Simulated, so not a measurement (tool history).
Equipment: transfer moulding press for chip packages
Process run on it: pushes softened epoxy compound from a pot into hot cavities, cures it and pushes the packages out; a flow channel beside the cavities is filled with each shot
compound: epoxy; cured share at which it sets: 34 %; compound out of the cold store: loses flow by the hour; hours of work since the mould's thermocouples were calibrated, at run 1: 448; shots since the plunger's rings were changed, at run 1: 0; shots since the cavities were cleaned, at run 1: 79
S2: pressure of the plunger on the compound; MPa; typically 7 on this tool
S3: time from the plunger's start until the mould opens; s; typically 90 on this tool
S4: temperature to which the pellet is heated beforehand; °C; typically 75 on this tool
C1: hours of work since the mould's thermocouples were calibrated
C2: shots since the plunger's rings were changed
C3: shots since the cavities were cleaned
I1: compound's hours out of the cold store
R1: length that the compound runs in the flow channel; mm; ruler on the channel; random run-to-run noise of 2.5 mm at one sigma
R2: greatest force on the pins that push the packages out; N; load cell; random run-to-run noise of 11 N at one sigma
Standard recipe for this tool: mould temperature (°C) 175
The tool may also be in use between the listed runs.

{"run": 1, "hour": 0.0, "mould temperature (°C)": 175, "S2": 7, "S3": 90, "S4": 75, "C1": 448, "C2": 0, "C3": 79, "I1": 33.5, "R1": 526, "R2": 674}
{"run": 2, "hour": 16.8, "mould temperature (°C)": 175, "S2": 7, "S3": 90, "S4": 75, "C1": 458, "C2": 192, "C3": 271, "I1": 22.8, "R1": 545, "R2": 860}
{"run": 3, "hour": 30.8, "mould temperature (°C)": 175, "S2": 7, "S3": 90, "S4": 75, "C1": 467, "C2": 352, "C3": 431, "I1": 21.9, "R1": 549, "R2": 934}
{"run": 4, "hour": 48.2, "mould temperature (°C)": 175, "S2": 6.52, "S3": 90, "S4": 75, "C1": 478, "C2": 551, "C3": 630, "I1": 17, "R1": 534, "R2": 1024}
{"hour": 61.2, "done": "cavities cleaned with cleaning compound and waxed"}
{"run": 5, "hour": 63.7, "mould temperature (°C)": 175, "S2": 7, "S3": 90, "S4": 70, "C1": 487, "C2": 711, "C3": 29, "I1": 10.9, "R1": 561, "R2": 626}
{"run": 6, "hour": 75.9, "mould temperature (°C)": 175, "S2": 7, "S3": 90, "S4": 73, "C1": 494, "C2": 849, "C3": 167, "I1": 47.3, "R1": 498, "R2": 721}
{"run": 7, "hour": 88.8, "mould temperature (°C)": 175, "S2": 6.27, "S3": 90, "S4": 75, "C1": 503, "C2": 998, "C3": 316, "I1": 11.9, "R1": 526, "R2": 893}
{"run": 8, "hour": 96.7, "mould temperature (°C)": 175, "S2": 6.27, "S3": 90, "S4": 75, "C1": 507, "C2": 1087, "C3": 405, "I1": 43.1, "R1": 477, "R2": 914}
{"run": 9, "hour": 108.3, "mould temperature (°C)": 175, "S2": 6.27, "S3": 90, "S4": 75, "C1": 515, "C2": 1219, "C3": 537, "I1": 31.6, "R1": 497, "R2": 1001}
{"run": 10, "hour": 119.5, "mould temperature (°C)": 175, "S2": 7, "S3": 76, "S4": 75, "C1": 522, "C2": 1348, "C3": 666, "I1": 40.4, "R1": 509, "R2": 1493}
{"hour": 128.9, "done": "cavities cleaned with cleaning compound and waxed"}
{"run": 11, "hour": 132.8, "mould temperature (°C)": 175, "S2": 7, "S3": 76, "S4": 75, "C1": 529, "C2": 1482, "C3": 43, "I1": 20.7, "R1": 538, "R2": 897}
{"run": 12, "hour": 141.5, "mould temperature (°C)": 175, "S2": 7, "S3": 76, "S4": 75, "C1": 535, "C2": 1582, "C3": 143, "I1": 35.7, "R1": 515, "R2": 1035}
{"hour": 144.9, "done": "mould's thermocouples calibrated"}
{"run": 13, "hour": 156.8, "mould temperature (°C)": 175, "S2": 7, "S3": 76, "S4": 75, "C1": 7, "C2": 1734, "C3": 295, "I1": 35.3, "R1": 513, "R2": 1224}
{"run": 14, "hour": 174.5, "mould temperature (°C)": 175, "S2": 7, "S3": 76, "S4": 75, "C1": 19, "C2": 1936, "C3": 497, "I1": 11.9, "R1": 557, "R2": 1532}
{"run": 15, "hour": 181.7, "mould temperature (°C)": 175, "S2": 5.78, "S3": 90, "S4": 75, "C1": 23, "C2": 2018, "C3": 579, "I1": 45.5, "R1": 452, "R2": 991}
{"run": 16, "hour": 192.3, "mould temperature (°C)": 175, "S2": 5.78, "S3": 90, "S4": 75, "C1": 30, "C2": 2140, "C3": 701, "I1": 31.8, "R1": 473, "R2": 1022}
{"hour": 197.8, "done": "cavities cleaned with cleaning compound and waxed"}
{"run": 17, "hour": 203.7, "mould temperature (°C)": 182, "S2": 7, "S3": 90, "S4": 75, "C1": 36, "C2": 2253, "C3": 67, "I1": 34.4, "R1": 502, "R2": 523}
{"hour": 213.8, "done": "mould's thermocouples calibrated, once more"}
{"run": 18, "hour": 216.6, "mould temperature (°C)": 173, "S2": 7, "S3": 107, "S4": 75, "C1": 2, "C2": 2377, "C3": 191, "I1": 36.2, "R1": 507, "R2": 630}
{"run": 19, "hour": 228.6, "mould temperature (°C)": 181, "S2": 7, "S3": 90, "S4": 76, "C1": 9, "C2": 2514, "C3": 328, "I1": 17.4, "R1": 527, "R2": 695}
{"run": 20, "hour": 242.6, "mould temperature (°C)": 181, "S2": 7, "S3": 90, "S4": 76, "C1": 18, "C2": 2674, "C3": 488, "I1": 24.8, "R1": 509, "R2": 747}
{"run": 21, "hour": 259.4, "mould temperature (°C)": 181, "S2": 7, "S3": 90, "S4": 76, "C1": 29, "C2": 2866, "C3": 680, "I1": 38.9, "R1": 489, "R2": 839}
{"hour": 266.8, "done": "cavities cleaned with cleaning compound and waxed"}
{"run": 22, "hour": 270.7, "mould temperature (°C)": 170, "S2": 5.45, "S3": 73, "S4": 73, "C1": 35, "C2": 2978, "C3": 45, "I1": 24.6, "R1": 466, "R2": 1336}
{"run": 23, "hour": 279.2, "mould temperature (°C)": 181, "S2": 5.45, "S3": 73, "S4": 70, "C1": 40, "C2": 3075, "C3": 142, "I1": 17.3, "R1": 461, "R2": 819}
{"run": 24, "hour": 287.6, "mould temperature (°C)": 181, "S2": 5.45, "S3": 111, "S4": 70, "C1": 46, "C2": 3171, "C3": 238, "I1": 30.5, "R1": 443, "R2": 589}
{"run": 25, "hour": 297.3, "mould temperature (°C)": 170, "S2": 8.61, "S3": 90, "S4": 85, "C1": 52, "C2": 3281, "C3": 348, "I1": 28.9, "R1": 580, "R2": 1111}
{"run": 26, "hour": 309.8, "mould temperature (°C)": 170, "S2": 8.61, "S3": 101, "S4": 85, "C1": 59, "C2": 3424, "C3": 491, "I1": 14.1, "R1": 605, "R2": 987}
{"run": 27, "hour": 320.8, "mould temperature (°C)": 170, "S2": 8.61, "S3": 101, "S4": 85, "C1": 66, "C2": 3550, "C3": 617, "I1": 35.6, "R1": 564, "R2": 1012}
{"hour": 333.9, "done": "cavities cleaned with cleaning compound and waxed"}
{"run": 28, "hour": 337.8, "mould temperature (°C)": 170, "S2": 8.61, "S3": 101, "S4": 85, "C1": 76, "C2": 3727, "C3": 44, "I1": 19.5, "R1": 594, "R2": 601}

Across each entry between runs, compare the hidden state at the last listed run before it with the hidden state at the first listed run after it:
Runs 4 to 5: cavities cleaned with cleaning compound and waxed (hour 61.2)
  true mould temperature over the reading, C: -0.77 -> -0.79; pressure that reaches the compound, % of what is set: 98.57 -> 98.18; grip of the stained cavities, % over clean ones': 85.5 -> 8.4
  difference, measured minus the result without the unlogged condition, R1: -3 -> -3 mm; R2: +493 -> +74 N
Runs 10 to 11: cavities cleaned with cleaning compound and waxed (hour 128.9)
  true mould temperature over the reading, C: -0.84 -> -0.85; pressure that reaches the compound, % of what is set: 96.72 -> 96.43; grip of the stained cavities, % over clean ones': 87 -> 11.4
  difference, measured minus the result without the unlogged condition, R1: -7 -> -9 mm; R2: +738 -> +138 N
Runs 12 to 13: mould's thermocouples calibrated (hour 144.9)
  true mould temperature over the reading, C: -0.86 -> -1.3; pressure that reaches the compound, % of what is set: 96.16 -> 95.77; grip of the stained cavities, % over clean ones': 30 -> 51.8
  difference, measured minus the result without the unlogged condition, R1: -8 -> -9 mm; R2: +282 -> +485 N
Runs 16 to 17: cavities cleaned with cleaning compound and waxed (hour 197.8)
  true mould temperature over the reading, C: -1.34 -> -1.35; pressure that reaches the compound, % of what is set: 94.82 -> 94.53; grip of the stained cavities, % over clean ones': 88.3 -> 17.7
  difference, measured minus the result without the unlogged condition, R1: -10 -> -12 mm; R2: +516 -> +90 N
Runs 17 to 18: mould's thermocouples calibrated, once more (hour 213.8)
  true mould temperature over the reading, C: -1.35 -> 0.15; pressure that reaches the compound, % of what is set: 94.53 -> 94.23; grip of the stained cavities, % over clean ones': 17.7 -> 39.9
  difference, measured minus the result without the unlogged condition, R1: -12 -> -16 mm; R2: +90 -> +176 N
Runs 21 to 22: cavities cleaned with cleaning compound and waxed (hour 266.8)
  true mould temperature over the reading, C: 0.11 -> 0.1; pressure that reaches the compound, % of what is set: 93.04 -> 92.76; grip of the stained cavities, % over clean ones': 88.8 -> 13.9
  difference, measured minus the result without the unlogged condition, R1: -18 -> -18 mm; R2: +392 -> +156 N
Runs 27 to 28: cavities cleaned with cleaning compound and waxed (hour 333.9)
  true mould temperature over the reading, C: 0.05 -> 0.03; pressure that reaches the compound, % of what is set: 91.33 -> 90.89; grip of the stained cavities, % over clean ones': 86.4 -> 10.8
  difference, measured minus the result without the unlogged condition, R1: -26 -> -29 mm; R2: +466 -> +58 N
